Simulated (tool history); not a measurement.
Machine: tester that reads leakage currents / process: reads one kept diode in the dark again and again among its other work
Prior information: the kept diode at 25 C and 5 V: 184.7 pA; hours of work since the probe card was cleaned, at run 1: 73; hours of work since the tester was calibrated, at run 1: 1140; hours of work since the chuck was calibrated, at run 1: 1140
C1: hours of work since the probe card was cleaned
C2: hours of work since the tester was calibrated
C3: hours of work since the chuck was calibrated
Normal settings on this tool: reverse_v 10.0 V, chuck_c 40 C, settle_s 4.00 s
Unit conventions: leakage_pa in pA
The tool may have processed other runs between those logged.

{"run": 1, "day": 0.0, "reverse_v": 10.0, "chuck_c": 40, "settle_s": 4.0, "C1": 73, "C2": 1140, "C3": 1140, "leakage_pa": 911.12}
{"run": 2, "day": 1.583, "reverse_v": 10.0, "chuck_c": 40, "settle_s": 4.0, "C1": 92, "C2": 1159, "C3": 1159, "leakage_pa": 910.5}
{"run": 3, "day": 4.358, "reverse_v": 3.4, "chuck_c": 40, "settle_s": 4.0, "C1": 126, "C2": 1193, "C3": 1193, "leakage_pa": 508.39}
{"run": 4, "day": 5.654, "reverse_v": 3.4, "chuck_c": 40, "settle_s": 4.0, "C1": 141, "C2": 1209, "C3": 1209, "leakage_pa": 511.92}
{"run": 5, "day": 6.971, "reverse_v": 3.4, "chuck_c": 40, "settle_s": 4.0, "C1": 158, "C2": 1225, "C3": 1225, "leakage_pa": 506.74}
{"run": 6, "day": 9.117, "reverse_v": 3.4, "chuck_c": 40, "settle_s": 4.0, "C1": 184, "C2": 1251, "C3": 1251, "leakage_pa": 508.44}
{"run": 7, "day": 12.038, "reverse_v": 3.4, "chuck_c": 40, "settle_s": 4.0, "C1": 219, "C2": 1287, "C3": 1287, "leakage_pa": 502.92}
{"run": 8, "day": 14.871, "reverse_v": 10.0, "chuck_c": 40, "settle_s": 4.0, "C1": 254, "C2": 1321, "C3": 1321, "leakage_pa": 907.1}
{"run": 9, "day": 17.638, "reverse_v": 10.0, "chuck_c": 40, "settle_s": 4.0, "C1": 288, "C2": 1355, "C3": 1355, "leakage_pa": 900.42}
{"run": 10, "day": 19.967, "reverse_v": 10.0, "chuck_c": 40, "settle_s": 4.0, "C1": 316, "C2": 1383, "C3": 1383, "leakage_pa": 897.72}
{"run": 11, "day": 22.15, "reverse_v": 10.0, "chuck_c": 40, "settle_s": 4.0, "C1": 342, "C2": 1410, "C3": 1410, "leakage_pa": 897.56}
{"run": 12, "day": 23.429, "reverse_v": 10.0, "chuck_c": 40, "settle_s": 4.0, "C1": 358, "C2": 1425, "C3": 1425, "leakage_pa": 901.21}
{"run": 13, "day": 25.808, "reverse_v": 10.0, "chuck_c": 40, "settle_s": 4.0, "C1": 387, "C2": 1454, "C3": 1454, "leakage_pa": 898.78}
{"run": 14, "day": 27.246, "reverse_v": 10.0, "chuck_c": 40, "settle_s": 4.0, "C1": 405, "C2": 1472, "C3": 1472, "leakage_pa": 898.54}
{"run": 15, "day": 29.721, "reverse_v": 10.0, "chuck_c": 40, "settle_s": 4.0, "C1": 435, "C2": 1502, "C3": 1502, "leakage_pa": 896.33}
{"run": 16, "day": 31.383, "reverse_v": 10.0, "chuck_c": 40, "settle_s": 4.0, "C1": 455, "C2": 1522, "C3": 1522, "leakage_pa": 890.58}
{"run": 17, "day": 33.475, "reverse_v": 10.0, "chuck_c": 40, "settle_s": 4.0, "C1": 480, "C2": 1548, "C3": 1548, "leakage_pa": 894.07}
{"day": 33.738, "done": "probe card cleaned and baked"}
{"run": 18, "day": 34.954, "reverse_v": 10.0, "chuck_c": 40, "settle_s": 4.0, "C1": 15, "C2": 1564, "C3": 1564, "leakage_pa": 892.09}
{"run": 19, "day": 37.092, "reverse_v": 10.0, "chuck_c": 40, "settle_s": 4.0, "C1": 41, "C2": 1590, "C3": 1590, "leakage_pa": 889.65}
{"day": 40.108, "done": "probe card cleaned and baked, once more"}
{"run": 20, "day": 40.108, "reverse_v": 10.0, "chuck_c": 40, "settle_s": 4.0, "C1": 0, "C2": 1625, "C3": 1625, "leakage_pa": 878.65}
{"run": 21, "day": 42.55, "reverse_v": 7.0, "chuck_c": 40, "settle_s": 2.0, "C1": 30, "C2": 1655, "C3": 1655, "leakage_pa": 729.99}
{"run": 22, "day": 44.358, "reverse_v": 6.0, "chuck_c": 45, "settle_s": 0.84, "C1": 52, "C2": 1677, "C3": 1677, "leakage_pa": 1011.69}
{"run": 23, "day": 46.108, "reverse_v": 6.0, "chuck_c": 27, "settle_s": 1.49, "C1": 73, "C2": 1699, "C3": 1699, "leakage_pa": 218.56}
{"run": 24, "day": 47.729, "reverse_v": 3.5, "chuck_c": 55, "settle_s": 4.0, "C1": 93, "C2": 1718, "C3": 1718, "leakage_pa": 1635.33}
{"run": 25, "day": 50.067, "reverse_v": 3.5, "chuck_c": 55, "settle_s": 4.0, "C1": 121, "C2": 1747, "C3": 1747, "leakage_pa": 1638.58}
{"run": 26, "day": 52.583, "reverse_v": 10.0, "chuck_c": 22, "settle_s": 1.04, "C1": 152, "C2": 1777, "C3": 1777, "leakage_pa": 183.14}
{"run": 27, "day": 54.0, "reverse_v": 1.6, "chuck_c": 22, "settle_s": 9.58, "C1": 169, "C2": 1795, "C3": 1795, "leakage_pa": 67.96}
{"run": 28, "day": 56.508, "reverse_v": 7.3, "chuck_c": 22, "settle_s": 0.99, "C1": 200, "C2": 1825, "C3": 1825, "leakage_pa": 154.53}
{"run": 29, "day": 58.175, "reverse_v": 10.0, "chuck_c": 40, "settle_s": 2.14, "C1": 220, "C2": 1846, "C3": 1846, "leakage_pa": 870.27}
{"run": 30, "day": 60.858, "reverse_v": 10.0, "chuck_c": 40, "settle_s": 2.14, "C1": 253, "C2": 1878, "C3": 1878, "leakage_pa": 869.81}
{"run": 31, "day": 62.917, "reverse_v": 10.0, "chuck_c": 40, "settle_s": 2.14, "C1": 278, "C2": 1903, "C3": 1903, "leakage_pa": 873.02}
{"run": 32, "day": 64.388, "reverse_v": 1.5, "chuck_c": 40, "settle_s": 4.0, "C1": 296, "C2": 1921, "C3": 1921, "leakage_pa": 314.06}
{"run": 33, "day": 65.717, "reverse_v": 1.5, "chuck_c": 40, "settle_s": 4.0, "C1": 312, "C2": 1938, "C3": 1938, "leakage_pa": 312.47}
{"run": 34, "day": 67.262, "reverse_v": 1.5, "chuck_c": 40, "settle_s": 4.0, "C1": 331, "C2": 1956, "C3": 1956, "leakage_pa": 312.27}
{"run": 35, "day": 68.462, "reverse_v": 15.0, "chuck_c": 49, "settle_s": 2.85, "C1": 345, "C2": 1971, "C3": 1971, "leakage_pa": 2213.16}
{"run": 36, "day": 71.062, "reverse_v": 14.8, "chuck_c": 37, "settle_s": 0.52, "C1": 377, "C2": 2003, "C3": 2003, "leakage_pa": 839.24}
{"run": 37, "day": 73.892, "reverse_v": 3.3, "chuck_c": 26, "settle_s": 0.89, "C1": 412, "C2": 2037, "C3": 2037, "leakage_pa": 142.53}
{"run": 38, "day": 75.992, "reverse_v": 2.4, "chuck_c": 46, "settle_s": 4.0, "C1": 437, "C2": 2063, "C3": 2063, "leakage_pa": 650.48}

Consider 5 possible next runs. They are alternatives, not a sequence: every one starts from the tool as it was left by run 38. What does each give?
{"run": "A", "day": 78.079, "reverse_v": 1.0, "chuck_c": 55, "settle_s": 2.5, "C1": 463, "C2": 2088, "C3": 2088, "leakage_pa": "?"}
{"run": "B", "day": 78.079, "reverse_v": 10.0, "chuck_c": 40, "settle_s": 1.52, "C1": 463, "C2": 2088, "C3": 2088, "leakage_pa": "?"}
{"run": "C", "day": 78.079, "reverse_v": 1.1, "chuck_c": 46, "settle_s": 4.0, "C1": 463, "C2": 2088, "C3": 2088, "leakage_pa": "?"}
{"run": "D", "day": 78.079, "reverse_v": 12.7, "chuck_c": 55, "settle_s": 4.0, "C1": 463, "C2": 2088, "C3": 2088, "leakage_pa": "?"}
{"run": "E", "day": 78.079, "reverse_v": 5.7, "chuck_c": 39, "settle_s": 3.67, "C1": 463, "C2": 2088, "C3": 2088, "leakage_pa": "?"}

run=A leakage_pa=815.67
run=B leakage_pa=861.05
run=C leakage_pa=430.54
run=D leakage_pa=3198.80
run=E leakage_pa=586.89
With the hidden condition removed and each run's random variation left untouched, the same runs would have given:
run=A leakage_pa=915.71
run=B leakage_pa=973.58
run=C leakage_pa=486.41
run=D leakage_pa=3586.70
run=E leakage_pa=664.76
